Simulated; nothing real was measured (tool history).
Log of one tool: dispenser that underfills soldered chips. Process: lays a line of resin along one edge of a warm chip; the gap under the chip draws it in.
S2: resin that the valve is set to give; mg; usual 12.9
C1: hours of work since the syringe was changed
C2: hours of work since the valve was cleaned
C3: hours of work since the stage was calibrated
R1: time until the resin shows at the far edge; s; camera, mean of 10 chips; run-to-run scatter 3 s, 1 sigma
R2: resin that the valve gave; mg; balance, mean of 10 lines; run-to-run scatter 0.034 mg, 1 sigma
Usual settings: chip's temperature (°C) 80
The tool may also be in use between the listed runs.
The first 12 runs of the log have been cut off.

At day 4.804: new syringe of resin.
At day 4.912: dispensing valve cleaned and set on the balance.
Run 13, day 4.912: usual settings but S2 14.3 mg; C1 1; C2 0; C3 89. Result: R1 307.5 s, R2 14.28 mg.
At day 5.233: new syringe of resin.
Run 14, day 5.429: usual settings but S2 14.3 mg; C1 4; C2 9; C3 98. Result: R1 342.4 s, R2 14.23 mg.
At day 5.608: new syringe of resin.
Run 15, day 5.9: usual settings but chip's temperature (°C) 70; C1 5; C2 17; C3 106. Result: R1 499.2 s, R2 12.75 mg.
At day 5.983: new syringe of resin.
Run 16, day 6.238: usual settings but chip's temperature (°C) 70; C1 5; C2 23; C3 112. Result: R1 502.9 s, R2 12.7 mg.
At day 6.35: new syringe of resin.
At day 6.708: new syringe of resin.
Run 17, day 6.738: usual settings; C1 0; C2 32; C3 121. Result: R1 311.6 s, R2 12.55 mg.
Run 18, day 6.983: usual settings but chip's temperature (°C) 91, S2 15.1 mg; C1 5; C2 36; C3 125. Result: R1 269 s, R2 14.62 mg.
At day 7.062: new syringe of resin.
At day 7.429: new syringe of resin.
Run 19, day 7.429: usual settings but chip's temperature (°C) 87, S2 11.5 mg; C1 0; C2 44; C3 133. Result: R1 258.2 s, R2 11.05 mg.
Run 20, day 7.717: usual settings but chip's temperature (°C) 92, S2 14.9 mg; C1 5; C2 49; C3 138. Result: R1 268.7 s, R2 14.3 mg.
At day 7.821: new syringe of resin.
Run 21, day 8.046: usual settings but chip's temperature (°C) 74, S2 12.2 mg; C1 4; C2 55; C3 144. Result: R1 433.7 s, R2 11.58 mg.
At day 8.179: new syringe of resin.
Run 22, day 8.358: usual settings but chip's temperature (°C) 74, S2 12.2 mg; C1 3; C2 60; C3 149. Result: R1 406.4 s, R2 11.61 mg.
At day 8.542: new syringe of resin.
Run 23, day 8.762: usual settings but S2 13.3 mg; C1 4; C2 68; C3 156. Result: R1 348 s, R2 12.52 mg.
At day 8.908: new syringe of resin.
At day 9.196: dispensing valve cleaned and set on the balance.
At day 9.329: new syringe of resin.
Run 24, day 9.388: usual settings but chip's temperature (°C) 75, S2 13.9 mg; C1 1; C2 3; C3 166. Result: R1 358.5 s, R2 13.89 mg.
At day 9.683: new syringe of resin.
Run 25, day 9.788: usual settings but chip's temperature (°C) 94, S2 13.9 mg; C1 2; C2 10; C3 173. Result: R1 213 s, R2 13.85 mg.
At day 10.054: new syringe of resin.
Run 26, day 10.212: usual settings but chip's temperature (°C) 91, S2 14.4 mg; C1 3; C2 18; C3 181. Result: R1 242.9 s, R2 14.28 mg.
At day 10.412: new syringe of resin.
Run 27, day 10.467: usual settings but chip's temperature (°C) 76; C1 1; C2 22; C3 185. Result: R1 351.5 s, R2 12.7 mg.
At day 10.771: new syringe of resin.
Run 28, day 10.817: usual settings but chip's temperature (°C) 79, S2 15.2 mg; C1 1; C2 28; C3 191. Result: R1 321.6 s, R2 14.91 mg.
At day 11.158: new syringe of resin.
Run 29, day 11.192: usual settings but chip's temperature (°C) 79, S2 15.2 mg; C1 1; C2 35; C3 198. Result: R1 314 s, R2 14.78 mg.
At day 11.533: new syringe of resin.
Run 30, day 11.533: usual settings but chip's temperature (°C) 79, S2 15.2 mg; C1 0; C2 41; C3 204. Result: R1 304.2 s, R2 14.78 mg.
At day 11.892: new syringe of resin.
Run 31, day 11.933: usual settings but chip's temperature (°C) 79, S2 15.2 mg; C1 1; C2 48; C3 211. Result: R1 319.3 s, R2 14.66 mg.
At day 12.267: new syringe of resin.
Run 32, day 12.296: usual settings but chip's temperature (°C) 70, S2 15.6 mg; C1 1; C2 54; C3 217. Result: R1 419.9 s, R2 15 mg.
At day 12.629: new syringe of resin.
Run 33, day 12.821: usual settings but chip's temperature (°C) 83, S2 14.9 mg; C1 4; C2 64; C3 227. Result: R1 320 s, R2 14.16 mg.

Forecast each of these 3 alternatives for the next run:
At day 13: new syringe of resin.
Run A, day 13.188: usual settings but chip's temperature (°C) 72, S2 14.8 mg; C1 3; C2 70; C3 233. Result: R1 ?, R2 ?.
At day 13: new syringe of resin.
Run B, day 13.188: usual settings but chip's temperature (°C) 73, S2 13.1 mg; C1 3; C2 70; C3 233. Result: R1 ?, R2 ?.
At day 13: new syringe of resin.
Run C, day 13.188: usual settings but chip's temperature (°C) 81, S2 13 mg; C1 3; C2 70; C3 233. Result: R1 ?, R2 ?.

run     R1     R2
  A  423.5  14.12
  B  415.8  12.45
  C    333  12.27
The same runs, with their run-to-run variation unchanged, on a tool lacking any hidden condition would have given:
run     R1     R2
  A  368.6  14.91
  B  360.5  13.15
  C  288.8  12.96
